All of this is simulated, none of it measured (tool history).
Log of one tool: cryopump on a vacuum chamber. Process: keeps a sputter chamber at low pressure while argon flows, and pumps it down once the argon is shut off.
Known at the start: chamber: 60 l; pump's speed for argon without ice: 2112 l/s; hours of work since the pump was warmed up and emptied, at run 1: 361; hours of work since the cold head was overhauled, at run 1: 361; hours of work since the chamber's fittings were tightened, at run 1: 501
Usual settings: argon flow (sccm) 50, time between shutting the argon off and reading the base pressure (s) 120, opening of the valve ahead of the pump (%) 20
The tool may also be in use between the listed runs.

| run | hour | argon flow (sccm) | time between shutting the argon off and reading the base pressure (s) | opening of the valve ahead of the pump (%) | hours of work since the pump was warmed up and emptied | hours of work since the cold head was overhauled | hours of work since the chamber's fittings were tightened | pressure while argon flows (Pa) | pressure after the wait (uPa) |
|---|---|---|---|---|---|---|---|---|---|
| 1 | 0.0 | 50 | 120 | 20 | 361 | 361 | 501 | 0.2055 | 1.21 |
| 2 | 25.5 | 50 | 120 | 20 | 375 | 375 | 516 | 0.2049 | 1.17 |
| 3 | 48.7 | 50 | 120 | 20 | 388 | 388 | 529 | 0.2056 | 1.25 |
| 4 | 68.9 | 50 | 120 | 20 | 399 | 399 | 540 | 0.2063 | 1.24 |
| 5 | 92.2 | 50 | 120 | 20 | 413 | 413 | 553 | 0.2054 | 1.17 |
| 6 | 106.8 | 50 | 120 | 20 | 421 | 421 | 562 | 0.2066 | 1.27 |
| 7 | 126.0 | 50 | 120 | 20 | 432 | 432 | 572 | 0.2064 | 1.24 |
| 8 | 149.3 | 50 | 120 | 20 | 445 | 445 | 586 | 0.2066 | 1.30 |
| 9 | 164.1 | 50 | 120 | 20 | 453 | 453 | 594 | 0.2064 | 1.31 |
| 10 | 190.6 | 50 | 120 | 20 | 468 | 468 | 609 | 0.2065 | 1.34 |
|  | 210.1 | pump warmed up, emptied and cooled again |
| 11 | 210.1 | 50 | 121 | 20 | 0 | 476 | 617 | 0.2014 | 1.22 |
| 12 | 239.8 | 50 | 128 | 20 | 17 | 493 | 634 | 0.2010 | 1.19 |
| 13 | 262.4 | 50 | 128 | 24 | 30 | 506 | 647 | 0.1683 | 1.26 |
| 14 | 282.8 | 50 | 128 | 24 | 41 | 517 | 658 | 0.1680 | 1.31 |
| 15 | 311.5 | 50 | 128 | 24 | 57 | 534 | 674 | 0.1674 | 1.25 |
| 16 | 337.2 | 50 | 120 | 20 | 72 | 548 | 689 | 0.2009 | 1.28 |
| 17 | 360.6 | 50 | 36 | 20 | 85 | 561 | 702 | 0.2020 | 2.51 |
| 18 | 391.4 | 21 | 37 | 17 | 102 | 579 | 720 | 0.0993 | 2.66 |
| 19 | 425.2 | 21 | 37 | 17 | 122 | 598 | 739 | 0.1000 | 2.62 |
| 20 | 449.2 | 21 | 37 | 17 | 135 | 611 | 752 | 0.0998 | 2.71 |
| 21 | 475.4 | 50 | 215 | 20 | 150 | 626 | 767 | 0.2028 | 1.10 |
| 22 | 508.6 | 50 | 103 | 20 | 169 | 645 | 786 | 0.2029 | 1.43 |
| 23 | 538.8 | 50 | 103 | 20 | 186 | 662 | 803 | 0.2025 | 1.43 |
| 24 | 554.7 | 46 | 103 | 36 | 195 | 671 | 812 | 0.1047 | 1.50 |
| 25 | 588.2 | 46 | 103 | 36 | 214 | 690 | 831 | 0.1051 | 1.55 |
| 26 | 618.8 | 26 | 143 | 38 | 231 | 707 | 848 | 0.0563 | 1.40 |
| 27 | 642.3 | 42 | 227 | 21 | 244 | 721 | 861 | 0.1633 | 1.22 |
| 28 | 661.9 | 42 | 227 | 21 | 255 | 732 | 872 | 0.1642 | 1.23 |
| 29 | 696.3 | 42 | 110 | 46 | 275 | 751 | 892 | 0.0768 | 1.61 |
| 30 | 722.3 | 68 | 253 | 40 | 289 | 766 | 906 | 0.1418 | 1.20 |
| 31 | 747.7 | 68 | 120 | 20 | 304 | 780 | 921 | 0.2777 | 1.56 |
| 32 | 776.5 | 61 | 57 | 35 | 320 | 796 | 937 | 0.1449 | 2.24 |
| 33 | 801.3 | 61 | 57 | 35 | 334 | 810 | 951 | 0.1460 | 2.26 |
| 34 | 828.9 | 76 | 120 | 20 | 350 | 826 | 967 | 0.3122 | 1.62 |

3 ways to go on from here, each from the tool as it stands after run 34. What would each give?
| A | 851.7 | 50 | 120 | 42 | 362 | 839 | 980 | ? | ? |
| B | 851.7 | 38 | 63 | 51 | 362 | 839 | 980 | ? | ? |
| C | 851.7 | 46 | 120 | 20 | 362 | 839 | 980 | ? | ? |

| run | pressure while argon flows (Pa) | pressure after the wait (uPa) |
|---|---|---|
| A | 0.1007 | 1.67 |
| B | 0.0640 | 2.17 |
| C | 0.1894 | 1.67 |
Without the tool's hidden state the same runs would have given:
| run | pressure while argon flows (Pa) | pressure after the wait (uPa) |
|---|---|---|
| A | 0.0952 | 0.73 |
| B | 0.0599 | 1.24 |
| C | 0.1843 | 0.74 |

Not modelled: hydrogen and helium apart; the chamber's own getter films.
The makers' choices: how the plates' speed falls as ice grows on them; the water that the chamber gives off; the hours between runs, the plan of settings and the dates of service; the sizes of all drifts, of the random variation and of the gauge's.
